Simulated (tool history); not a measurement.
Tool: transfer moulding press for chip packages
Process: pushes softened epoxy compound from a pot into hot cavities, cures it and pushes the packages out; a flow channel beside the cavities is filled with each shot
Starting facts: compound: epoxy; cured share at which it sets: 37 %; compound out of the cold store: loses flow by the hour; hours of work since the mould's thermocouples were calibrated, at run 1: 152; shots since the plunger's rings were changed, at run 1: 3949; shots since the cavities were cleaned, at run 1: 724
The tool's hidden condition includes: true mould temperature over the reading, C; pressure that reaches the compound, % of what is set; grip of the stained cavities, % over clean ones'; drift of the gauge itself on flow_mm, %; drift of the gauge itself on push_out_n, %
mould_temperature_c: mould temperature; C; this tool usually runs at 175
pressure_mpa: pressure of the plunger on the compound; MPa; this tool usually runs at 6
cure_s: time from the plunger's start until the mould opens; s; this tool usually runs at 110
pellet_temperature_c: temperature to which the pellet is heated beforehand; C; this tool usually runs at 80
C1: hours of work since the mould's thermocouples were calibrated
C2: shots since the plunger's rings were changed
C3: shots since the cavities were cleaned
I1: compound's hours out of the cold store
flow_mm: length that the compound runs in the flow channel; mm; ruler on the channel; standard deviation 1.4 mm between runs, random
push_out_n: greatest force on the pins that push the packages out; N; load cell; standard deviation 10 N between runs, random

Run 1, hour 0: usual settings; C1 152; C2 3949; C3 724; I1 16.2. Result: flow_mm 533 mm, push_out_n 869 N.
At hour 4.7: cavities cleaned with cleaning compound and waxed.
Run 2, hour 60.3: usual settings; C1 195; C2 4700; C3 711; I1 19.4. Result: flow_mm 522 mm, push_out_n 887 N.
At hour 67: cavities cleaned with cleaning compound and waxed.
Run 3, hour 123.1: usual settings but cure_s 112 s; C1 239; C2 5484; C3 718; I1 14. Result: flow_mm 529 mm, push_out_n 846 N.
At hour 128.3: cavities cleaned with cleaning compound and waxed.
At hour 187.2: plunger's sealing rings changed.
Run 4, hour 187.2: usual settings but cure_s 109 s; C1 282; C2 0; C3 721; I1 10.3. Result: flow_mm 567 mm, push_out_n 893 N.
At hour 193.2: cavities cleaned with cleaning compound and waxed.
Run 5, hour 247.1: usual settings but cure_s 109 s; C1 324; C2 746; C3 689; I1 19.2. Result: flow_mm 542 mm, push_out_n 885 N.
At hour 252.5: cavities cleaned with cleaning compound and waxed.
Run 6, hour 296.3: usual settings but cure_s 109 s; C1 359; C2 1355; C3 560; I1 33.9. Result: flow_mm 511 mm, push_out_n 821 N.
At hour 311.7: cavities cleaned with cleaning compound and waxed.
Run 7, hour 355.7: usual settings; C1 400; C2 2094; C3 561; I1 14.4. Result: flow_mm 544 mm, push_out_n 849 N.
At hour 371.6: cavities cleaned with cleaning compound and waxed.
At hour 394.9: mould's thermocouples calibrated.
Run 8, hour 419.3: usual settings; C1 18; C2 2863; C3 584; I1 29.2. Result: flow_mm 513 mm, push_out_n 815 N.
At hour 433.9: cavities cleaned with cleaning compound and waxed.
Run 9, hour 482.8: usual settings; C1 62; C2 3655; C3 624; I1 41. Result: flow_mm 482 mm, push_out_n 803 N.
At hour 494.9: cavities cleaned with cleaning compound and waxed.
Run 10, hour 544.4: usual settings but pellet_temperature_c 70 C; C1 106; C2 4423; C3 633; I1 27.4. Result: flow_mm 507 mm, push_out_n 849 N.
At hour 555.6: cavities cleaned with cleaning compound and waxed.
Run 11, hour 598.4: usual settings but pellet_temperature_c 70 C; C1 143; C2 5093; C3 546; I1 39. Result: flow_mm 487 mm, push_out_n 827 N.
At hour 616.3: cavities cleaned with cleaning compound and waxed.
Run 12, hour 641.3: usual settings but pellet_temperature_c 70 C; C1 173; C2 5623; C3 320; I1 22.3. Result: flow_mm 511 mm, push_out_n 755 N.
At hour 676.7: cavities cleaned with cleaning compound and waxed.
Run 13, hour 691: usual settings but pellet_temperature_c 70 C; C1 208; C2 6238; C3 183; I1 23.7. Result: flow_mm 507 mm, push_out_n 663 N.
At hour 696.8: plunger's sealing rings changed.
Run 14, hour 718.8: usual settings but mould_temperature_c 179 C, pressure_mpa 5.26 MPa, cure_s 93 s, pellet_temperature_c 79 C; C1 226; C2 282; C3 507; I1 38.6. Result: flow_mm 464 mm, push_out_n 782 N.
At hour 738.4: cavities cleaned with cleaning compound and waxed.
Run 15, hour 769.2: usual settings but cure_s 101 s; C1 261; C2 907; C3 394; I1 42.1. Result: flow_mm 497 mm, push_out_n 824 N.
At hour 797.8: cavities cleaned with cleaning compound and waxed.
Run 16, hour 827.9: usual settings but cure_s 115 s, pellet_temperature_c 73 C; C1 303; C2 1637; C3 384; I1 41. Result: flow_mm 495 mm, push_out_n 675 N.

Forecast run 17:
At hour 857.3: cavities cleaned with cleaning compound and waxed.
Run 17, hour 887.8: usual settings but cure_s 115 s, pellet_temperature_c 73 C; C1 345; C2 2383; C3 389; I1 39.3. Result: flow_mm ?, push_out_n ?.

flow_mm: 493 mm
push_out_n: 679 N
With no hidden state in the tool, this same run would have given flow_mm 504 mm, push_out_n 422 N.
